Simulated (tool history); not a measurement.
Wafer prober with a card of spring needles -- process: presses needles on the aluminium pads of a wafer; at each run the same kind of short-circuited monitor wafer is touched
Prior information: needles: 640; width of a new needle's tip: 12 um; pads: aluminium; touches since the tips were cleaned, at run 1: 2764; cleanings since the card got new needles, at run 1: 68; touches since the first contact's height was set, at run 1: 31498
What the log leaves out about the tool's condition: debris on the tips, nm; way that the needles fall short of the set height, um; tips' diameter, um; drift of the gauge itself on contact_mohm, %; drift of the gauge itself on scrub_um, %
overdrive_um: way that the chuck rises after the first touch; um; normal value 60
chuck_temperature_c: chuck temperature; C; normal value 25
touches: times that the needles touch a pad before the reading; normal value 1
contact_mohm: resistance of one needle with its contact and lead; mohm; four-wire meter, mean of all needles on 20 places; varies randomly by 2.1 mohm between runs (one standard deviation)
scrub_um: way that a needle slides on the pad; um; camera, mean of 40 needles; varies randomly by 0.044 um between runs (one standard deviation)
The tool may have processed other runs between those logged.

run     day  overdrive_um  chuck_temperature_c  touches  touches since the tips were cleaned  cleanings since the card got new needles  touches since the first contact's height was set  contact_mohm  scrub_um
  1   0.000            60                   25        1                                 2764                                        68                                             31498           271     16.33
      0.221  -- tips cleaned on abrasive film
      0.654  -- tips cleaned on abrasive film
      1.196  -- tips cleaned on abrasive film
      1.733  -- tips cleaned on abrasive film
      2.275  -- tips cleaned on abrasive film
      2.712  -- tips cleaned on abrasive film
      3.250  -- tips cleaned on abrasive film
  2   3.533            60                   25        1                                 2907                                        75                                             67557           269     16.34
      3.754  -- tips cleaned on abrasive film
      4.188  -- tips cleaned on abrasive film
      4.729  -- tips cleaned on abrasive film
      5.162  -- tips cleaned on abrasive film
      5.596  -- tips cleaned on abrasive film
      6.138  -- tips cleaned on abrasive film
      6.575  -- tips cleaned on abrasive film
  3   6.575            60                   25        1                                    0                                        82                                             98531           234     16.23
      7.117  -- tips cleaned on abrasive film
      7.550  -- tips cleaned on abrasive film
      8.092  -- tips cleaned on abrasive film
      8.525  -- tips cleaned on abrasive film
  4   8.683            60                   25        1                                 1621                                        86                                            120040           258     16.18
      9.008  -- tips cleaned on abrasive film
      9.550  -- tips cleaned on abrasive film
      9.983  -- tips cleaned on abrasive film
     10.417  -- tips cleaned on abrasive film
     10.958  -- tips cleaned on abrasive film
  5  11.150            60                   25        1                                 1982                                        91                                            145229           258     16.12
     11.479  -- tips cleaned on abrasive film
     12.017  -- tips cleaned on abrasive film
     12.558  -- tips cleaned on abrasive film
     12.992  -- tips cleaned on abrasive film
     13.004  -- height of the first contact set anew
     13.546  -- tips cleaned on abrasive film
     14.088  -- tips cleaned on abrasive film
     14.629  -- tips cleaned on abrasive film
  6  14.925            60                   25        1                                 3028                                        98                                             19605           278     15.78
     15.142  -- tips cleaned on abrasive film
     15.683  -- tips cleaned on abrasive film
     16.225  -- tips cleaned on abrasive film
     16.767  -- tips cleaned on abrasive film
     17.308  -- tips cleaned on abrasive film
     17.850  -- tips cleaned on abrasive film
     18.392  -- tips cleaned on abrasive film
  7  18.729            60                   25        1                                 3498                                       105                                             58467           284     15.77
     18.842  -- tips cleaned on abrasive film
     19.383  -- tips cleaned on abrasive film
     19.925  -- tips cleaned on abrasive film
     20.467  -- tips cleaned on abrasive film
  8  20.858            60                   25        1                                 4016                                       109                                             80164           290     15.70
     20.967  -- tips cleaned on abrasive film
     21.404  -- tips cleaned on abrasive film
     21.942  -- tips cleaned on abrasive film
     22.483  -- tips cleaned on abrasive film
     23.025  -- tips cleaned on abrasive film
     23.567  -- tips cleaned on abrasive film
  9  23.579            60                   25        1                                  125                                       115                                            107917           241     15.54
     24.012  -- tips cleaned on abrasive film
     24.446  -- tips cleaned on abrasive film
     24.988  -- tips cleaned on abrasive film
     25.475  -- tips cleaned on abrasive film
 10  25.475            60                   25        1                                    0                                       119                                            127260           230     15.57
     26.025  -- height of the first contact set anew, once more
     26.029  -- tips cleaned on abrasive film
     26.571  -- tips cleaned on abrasive film
     27.112  -- tips cleaned on abrasive film
     27.546  -- tips cleaned on abrasive film
     27.979  -- tips cleaned on abrasive film
     28.521  -- tips cleaned on abrasive film
 11  28.800            60                   36        1                                 2875                                       125                                             28293           273     16.38
     29.021  -- tips cleaned on abrasive film
     29.454  -- tips cleaned on abrasive film
     29.996  -- tips cleaned on abrasive film
     30.429  -- tips cleaned on abrasive film
     30.971  -- tips cleaned on abrasive film
     31.404  -- tips cleaned on abrasive film
     31.946  -- tips cleaned on abrasive film
 12  32.221            60                   36        1                                 2830                                       132                                             63172           275     16.31
     32.438  -- tips cleaned on abrasive film
     32.979  -- tips cleaned on abrasive film
     33.521  -- tips cleaned on abrasive film
     33.954  -- tips cleaned on abrasive film
     34.496  -- tips cleaned on abrasive film
     35.038  -- tips cleaned on abrasive film
     35.579  -- tips cleaned on abrasive film
 13  35.862            60                   36        1                                 2904                                       139                                            100335           275     16.27
     36.079  -- tips cleaned on abrasive film
     36.517  -- tips cleaned on abrasive film
     37.058  -- tips cleaned on abrasive film
     37.596  -- tips cleaned on abrasive film
 14  38.025            60                   36        1                                 4409                                       143                                            122426           288     16.21
     38.138  -- tips cleaned on abrasive film
     38.571  -- tips cleaned on abrasive film
     39.112  -- tips cleaned on abrasive film
     39.654  -- tips cleaned on abrasive film
     40.196  -- tips cleaned on abrasive film
 15  40.625            60                   36        1                                 4402                                       148                                            148931           293     16.12
     40.733  -- tips cleaned on abrasive film
     41.167  -- tips cleaned on abrasive film
     41.708  -- tips cleaned on abrasive film
     42.046  -- height of the first contact set anew
     42.262  -- tips cleaned on abrasive film
     42.696  -- tips cleaned on abrasive film
     43.238  -- tips cleaned on abrasive film
     43.779  -- tips cleaned on abrasive film
     44.321  -- tips cleaned on abrasive film
     44.821  -- card fitted with new needles
 16  45.108            58                   36        2                                 2943                                         0                                              2943           251     15.99
     45.325  -- tips cleaned on abrasive film
     45.762  -- tips cleaned on abrasive film
     46.300  -- tips cleaned on abrasive film
     46.842  -- tips cleaned on abrasive film
     47.275  -- tips cleaned on abrasive film
     47.817  -- tips cleaned on abrasive film
 17  48.129            48                   42        1                                 3218                                         6                                             33790           286     13.13
     48.350  -- tips cleaned on abrasive film
     48.783  -- tips cleaned on abrasive film
     49.217  -- tips cleaned on abrasive film
     49.758  -- tips cleaned on abrasive film
     50.192  -- tips cleaned on abrasive film
 18  50.567            48                   42        1                                 3841                                        11                                             58629           294     13.09
     50.679  -- tips cleaned on abrasive film
     51.112  -- tips cleaned on abrasive film
     51.654  -- tips cleaned on abrasive film
     52.196  -- tips cleaned on abrasive film
     52.629  -- tips cleaned on abrasive film
 19  53.046            60                   76        2                                 4292                                        16                                             83918           262     16.27
     53.158  -- tips cleaned on abrasive film
     53.592  -- tips cleaned on abrasive film
     54.133  -- tips cleaned on abrasive film
     54.675  -- tips cleaned on abrasive film
     55.212  -- tips cleaned on abrasive film
     55.754  -- tips cleaned on abrasive film
     56.188  -- tips cleaned on abrasive film
     56.729  -- tips cleaned on abrasive film
 20  56.904            54                   39        2                                 1777                                        24                                            123269           250     14.53
     57.229  -- tips cleaned on abrasive film
     57.771  -- tips cleaned on abrasive film
     58.312  -- tips cleaned on abrasive film
     58.746  -- tips cleaned on abrasive film
     59.179  -- tips cleaned on abrasive film
     59.721  -- tips cleaned on abrasive film
 21  59.875            54                   39        2                                 1588                                        30                                            153591           249     14.43
     60.204  -- tips cleaned on abrasive film
     60.742  -- tips cleaned on abrasive film
     60.862  -- height of the first contact set anew
     61.296  -- tips cleaned on abrasive film
     61.838  -- tips cleaned on abrasive film
     62.379  -- tips cleaned on abrasive film
     62.921  -- tips cleaned on abrasive film
 22  63.012            76                   25        1                                  941                                        36                                             21939           238     20.88

Alternative continuations, all from the tool just after run 22; predict every row:
     63.446  -- tips cleaned on abrasive film
     63.879  -- tips cleaned on abrasive film
     64.312  -- tips cleaned on abrasive film
     64.854  -- tips cleaned on abrasive film
     65.288  -- tips cleaned on abrasive film
  A  65.433            49                   40        2                                 1478                                        41                                             46625             ?         ?
     63.446  -- tips cleaned on abrasive film
     63.879  -- tips cleaned on abrasive film
     64.312  -- tips cleaned on abrasive film
     64.854  -- tips cleaned on abrasive film
     65.288  -- tips cleaned on abrasive film
  B  65.433            54                   25        1                                 1478                                        41                                             46625             ?         ?
     63.446  -- tips cleaned on abrasive film
     63.879  -- tips cleaned on abrasive film
     64.312  -- tips cleaned on abrasive film
     64.854  -- tips cleaned on abrasive film
     65.288  -- tips cleaned on abrasive film
  C  65.433            76                   93        1                                 1478                                        41                                             46625             ?         ?

run  contact_mohm  scrub_um
  A           249     13.31
  B           256     14.67
  C           258     20.83
The same runs, with their run-to-run variation unchanged, on a tool lacking any hidden condition would have given:
run  contact_mohm  scrub_um
  A           229     13.44
  B           226     14.80
  C           240     20.96
